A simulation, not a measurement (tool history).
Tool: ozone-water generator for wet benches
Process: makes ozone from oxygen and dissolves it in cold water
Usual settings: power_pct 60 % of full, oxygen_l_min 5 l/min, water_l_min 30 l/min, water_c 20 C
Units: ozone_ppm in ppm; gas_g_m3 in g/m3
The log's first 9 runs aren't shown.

-- hour=767.9 contactor cleaned
run 10 hour=767.9 | power_pct=60 oxygen_l_min=3.76 water_l_min=30 water_c=20 | ozone_ppm=16.5 gas_g_m3=259.3
run 11 hour=828.4 | power_pct=60 oxygen_l_min=4.17 water_l_min=30 water_c=20 | ozone_ppm=16.8 gas_g_m3=246.3
run 12 hour=877.8 | power_pct=60 oxygen_l_min=4.17 water_l_min=30 water_c=20 | ozone_ppm=16.8 gas_g_m3=243.4
run 13 hour=949.3 | power_pct=60 oxygen_l_min=4.17 water_l_min=30 water_c=20 | ozone_ppm=16.6 gas_g_m3=241.8
run 14 hour=1062.7 | power_pct=60 oxygen_l_min=4.17 water_l_min=30 water_c=20 | ozone_ppm=16.6 gas_g_m3=244.4
run 15 hour=1184 | power_pct=60 oxygen_l_min=4.17 water_l_min=30 water_c=20 | ozone_ppm=16.7 gas_g_m3=242.1
run 16 hour=1295.7 | power_pct=60 oxygen_l_min=5 water_l_min=30 water_c=20 | ozone_ppm=17 gas_g_m3=218.5
run 17 hour=1367.7 | power_pct=60 oxygen_l_min=5 water_l_min=30 water_c=20 | ozone_ppm=17.2 gas_g_m3=223.3
run 18 hour=1484.9 | power_pct=60 oxygen_l_min=5 water_l_min=30 water_c=20 | ozone_ppm=16.9 gas_g_m3=222.2
run 19 hour=1562.5 | power_pct=60 oxygen_l_min=4.29 water_l_min=30 water_c=21 | ozone_ppm=16.5 gas_g_m3=240.3
run 20 hour=1624.8 | power_pct=60 oxygen_l_min=4.29 water_l_min=30 water_c=21 | ozone_ppm=16.6 gas_g_m3=241.2
run 21 hour=1728.5 | power_pct=60 oxygen_l_min=3.69 water_l_min=23 water_c=17 | ozone_ppm=21.2 gas_g_m3=256
run 22 hour=1812.5 | power_pct=81 oxygen_l_min=6.22 water_l_min=35 water_c=20 | ozone_ppm=18.1 gas_g_m3=236.9
run 23 hour=1897 | power_pct=81 oxygen_l_min=6.22 water_l_min=35 water_c=22 | ozone_ppm=17.6 gas_g_m3=234.9
run 24 hour=2002.8 | power_pct=74 oxygen_l_min=2.51 water_l_min=37 water_c=13 | ozone_ppm=14.1 gas_g_m3=357.1
run 25 hour=2079.2 | power_pct=74 oxygen_l_min=2.51 water_l_min=37 water_c=13 | ozone_ppm=14 gas_g_m3=353.2
run 26 hour=2196.7 | power_pct=74 oxygen_l_min=2.51 water_l_min=37 water_c=13 | ozone_ppm=14.2 gas_g_m3=353.6
run 27 hour=2267 | power_pct=74 oxygen_l_min=2.51 water_l_min=37 water_c=13 | ozone_ppm=13.9 gas_g_m3=355.1
run 28 hour=2338.3 | power_pct=61 oxygen_l_min=2.96 water_l_min=24 water_c=25 | ozone_ppm=17.8 gas_g_m3=290.7
run 29 hour=2414.7 | power_pct=61 oxygen_l_min=2.65 water_l_min=24 water_c=25 | ozone_ppm=17.7 gas_g_m3=302.8
run 30 hour=2497.3 | power_pct=94 oxygen_l_min=4.46 water_l_min=30 water_c=16 | ozone_ppm=22.4 gas_g_m3=301.7
run 31 hour=2591.3 | power_pct=45 oxygen_l_min=5 water_l_min=30 water_c=20 | ozone_ppm=14.2 gas_g_m3=184.8
run 32 hour=2702.2 | power_pct=45 oxygen_l_min=3.12 water_l_min=19 water_c=23 | ozone_ppm=18.8 gas_g_m3=235.9

Forecast each of these 3 alternatives for the next run:
run A hour=2760.8 | power_pct=60 oxygen_l_min=5 water_l_min=34 water_c=20 | ozone_ppm=? gas_g_m3=?
run B hour=2760.8 | power_pct=75 oxygen_l_min=8.07 water_l_min=21 water_c=20 | ozone_ppm=? gas_g_m3=?
run C hour=2760.8 | power_pct=45 oxygen_l_min=4.3 water_l_min=34 water_c=14 | ozone_ppm=? gas_g_m3=?

run=A ozone_ppm=15 gas_g_m3=218.7
run=B ozone_ppm=24.9 gas_g_m3=194.1
run=C ozone_ppm=13.1 gas_g_m3=199.8
Without the tool's hidden state the same runs would have given:
run=A ozone_ppm=16 gas_g_m3=226.9
run=B ozone_ppm=26.6 gas_g_m3=202.4
run=C ozone_ppm=13.8 gas_g_m3=205.8
